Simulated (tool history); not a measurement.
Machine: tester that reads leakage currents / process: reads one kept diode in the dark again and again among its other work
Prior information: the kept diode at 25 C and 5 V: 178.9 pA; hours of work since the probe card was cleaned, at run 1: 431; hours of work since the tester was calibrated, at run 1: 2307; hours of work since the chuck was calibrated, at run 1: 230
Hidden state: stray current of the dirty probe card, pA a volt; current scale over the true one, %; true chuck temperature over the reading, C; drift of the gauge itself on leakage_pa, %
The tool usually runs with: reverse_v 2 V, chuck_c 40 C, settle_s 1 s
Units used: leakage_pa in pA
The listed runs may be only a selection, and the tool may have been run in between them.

run,hour,reverse_v,chuck_c,settle_s,hours of work since the probe card was cleaned,hours of work since the tester was calibrated,hours of work since the chuck was calibrated,leakage_pa
1,0,2,40,1,431,2307,230,510.35
2,132.3,2,40,1,536,2412,335,511.47
3,257,2,40,1,634,2510,434,509.49
4,459.6,10.35,40,1,794,2671,594,939.59
5,657.7,5.55,40,1,951,2827,750,748.86
# hour 730.4: chuck's temperature calibrated
6,913.3,2,50,2.71,1151,3028,145,1191.61
7,1028.7,2,50,2.71,1243,3119,236,1196.2
8,1269.7,2,45,9.08,1433,3310,426,789.19
9,1514.4,2,45,9.08,1627,3503,620,792.14
10,1662.4,2,45,9.08,1744,3620,737,790.53

Branching from run 10: 4 alternative next runs. What would each branch give?
# hour 1758.2: chuck's temperature calibrated
A,1824.6,2,34,0.75,1870,3747,53,?
# hour 1758.2: chuck's temperature calibrated
B,1824.6,3.41,25,2.67,1870,3747,53,?
# hour 1758.2: chuck's temperature calibrated
C,1824.6,15.38,51,1.24,1870,3747,53,?
# hour 1758.2: chuck's temperature calibrated
D,1824.6,2,40,8.45,1870,3747,53,?

run,leakage_pa
A,299.42
B,156.03
C,2767.06
D,510.44
With the hidden condition removed and each run's random variation left untouched, the same runs would have given:
run,leakage_pa
A,299.33
B,155.97
C,2766.29
D,510.29
